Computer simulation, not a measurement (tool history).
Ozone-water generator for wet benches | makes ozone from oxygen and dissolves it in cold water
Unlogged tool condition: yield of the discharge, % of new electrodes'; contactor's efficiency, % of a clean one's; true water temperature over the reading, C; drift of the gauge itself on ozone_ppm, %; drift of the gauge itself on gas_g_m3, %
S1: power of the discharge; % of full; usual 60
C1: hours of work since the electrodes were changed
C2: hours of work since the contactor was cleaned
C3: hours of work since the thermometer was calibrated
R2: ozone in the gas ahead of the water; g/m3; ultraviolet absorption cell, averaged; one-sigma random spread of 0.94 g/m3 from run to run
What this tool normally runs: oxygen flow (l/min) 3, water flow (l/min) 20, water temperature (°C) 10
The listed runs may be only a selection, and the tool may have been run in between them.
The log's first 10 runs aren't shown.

-- day=31.446 water thermometer calibrated
run 11 day=31.446 | S1=60 oxygen_flow_(l/min)=3 water_flow_(l/min)=20 water_temperature_(°C)=10 | C1=786 C2=3947 C3=0 | dissolved_ozone_(ppm)=13.9 R2=158.4
run 12 day=35.75 | S1=60 oxygen_flow_(l/min)=3 water_flow_(l/min)=20 water_temperature_(°C)=10 | C1=889 C2=4050 C3=103 | dissolved_ozone_(ppm)=13.9 R2=156.9
run 13 day=39.021 | S1=60 oxygen_flow_(l/min)=3 water_flow_(l/min)=20 water_temperature_(°C)=10 | C1=967 C2=4129 C3=181 | dissolved_ozone_(ppm)=13.8 R2=158
run 14 day=43.221 | S1=79 oxygen_flow_(l/min)=3 water_flow_(l/min)=20 water_temperature_(°C)=10 | C1=1068 C2=4229 C3=282 | dissolved_ozone_(ppm)=17.8 R2=200.1
run 15 day=46.038 | S1=60 oxygen_flow_(l/min)=4.82 water_flow_(l/min)=20 water_temperature_(°C)=10 | C1=1136 C2=4297 C3=350 | dissolved_ozone_(ppm)=15.3 R2=125.3
run 16 day=49.208 | S1=60 oxygen_flow_(l/min)=3 water_flow_(l/min)=20 water_temperature_(°C)=7 | C1=1212 C2=4373 C3=425 | dissolved_ozone_(ppm)=14.3 R2=156.8
run 17 day=53.071 | S1=60 oxygen_flow_(l/min)=3 water_flow_(l/min)=20 water_temperature_(°C)=10 | C1=1304 C2=4465 C3=518 | dissolved_ozone_(ppm)=13.7 R2=156.2
run 18 day=56.775 | S1=51 oxygen_flow_(l/min)=1.96 water_flow_(l/min)=16 water_temperature_(°C)=10 | C1=1393 C2=4554 C3=607 | dissolved_ozone_(ppm)=13.1 R2=167.7
run 19 day=59.054 | S1=51 oxygen_flow_(l/min)=1.96 water_flow_(l/min)=16 water_temperature_(°C)=10 | C1=1447 C2=4609 C3=661 | dissolved_ozone_(ppm)=13.3 R2=167.1
run 20 day=61.762 | S1=60 oxygen_flow_(l/min)=3 water_flow_(l/min)=20 water_temperature_(°C)=13 | C1=1512 C2=4674 C3=726 | dissolved_ozone_(ppm)=13.5 R2=157
run 21 day=64.517 | S1=67 oxygen_flow_(l/min)=2.78 water_flow_(l/min)=15 water_temperature_(°C)=10 | C1=1578 C2=4739 C3=792 | dissolved_ozone_(ppm)=19 R2=176.7
run 22 day=66.604 | S1=70 oxygen_flow_(l/min)=1.57 water_flow_(l/min)=23 water_temperature_(°C)=10 | C1=1628 C2=4789 C3=842 | dissolved_ozone_(ppm)=11 R2=241.1
run 23 day=69.067 | S1=70 oxygen_flow_(l/min)=1.57 water_flow_(l/min)=23 water_temperature_(°C)=10 | C1=1687 C2=4849 C3=901 | dissolved_ozone_(ppm)=10.7 R2=243.4
run 24 day=73.362 | S1=53 oxygen_flow_(l/min)=3 water_flow_(l/min)=31 water_temperature_(°C)=10 | C1=1790 C2=4951 C3=1004 | dissolved_ozone_(ppm)=7.7 R2=141.2
run 25 day=75.862 | S1=53 oxygen_flow_(l/min)=3 water_flow_(l/min)=31 water_temperature_(°C)=10 | C1=1850 C2=5011 C3=1064 | dissolved_ozone_(ppm)=7.9 R2=138.7
run 26 day=80.142 | S1=62 oxygen_flow_(l/min)=1.62 water_flow_(l/min)=31 water_temperature_(°C)=10 | C1=1952 C2=5114 C3=1166 | dissolved_ozone_(ppm)=7.2 R2=212.8
run 27 day=84.617 | S1=60 oxygen_flow_(l/min)=3 water_flow_(l/min)=30 water_temperature_(°C)=10 | C1=2060 C2=5221 C3=1274 | dissolved_ozone_(ppm)=9.1 R2=154

Forecast run 28:
run 28 day=89.067 | S1=60 oxygen_flow_(l/min)=3 water_flow_(l/min)=17 water_temperature_(°C)=8 | C1=2166 C2=5328 C3=1380 | dissolved_ozone_(ppm)=? R2=?

For run 28 the tool returned dissolved ozone (ppm) 15.9, R2 154.3 g/m3.
Take away the tool's hidden state, keep the run-to-run variation as it was, and the same run would have given dissolved ozone (ppm) 17.4, R2 158.7 g/m3.
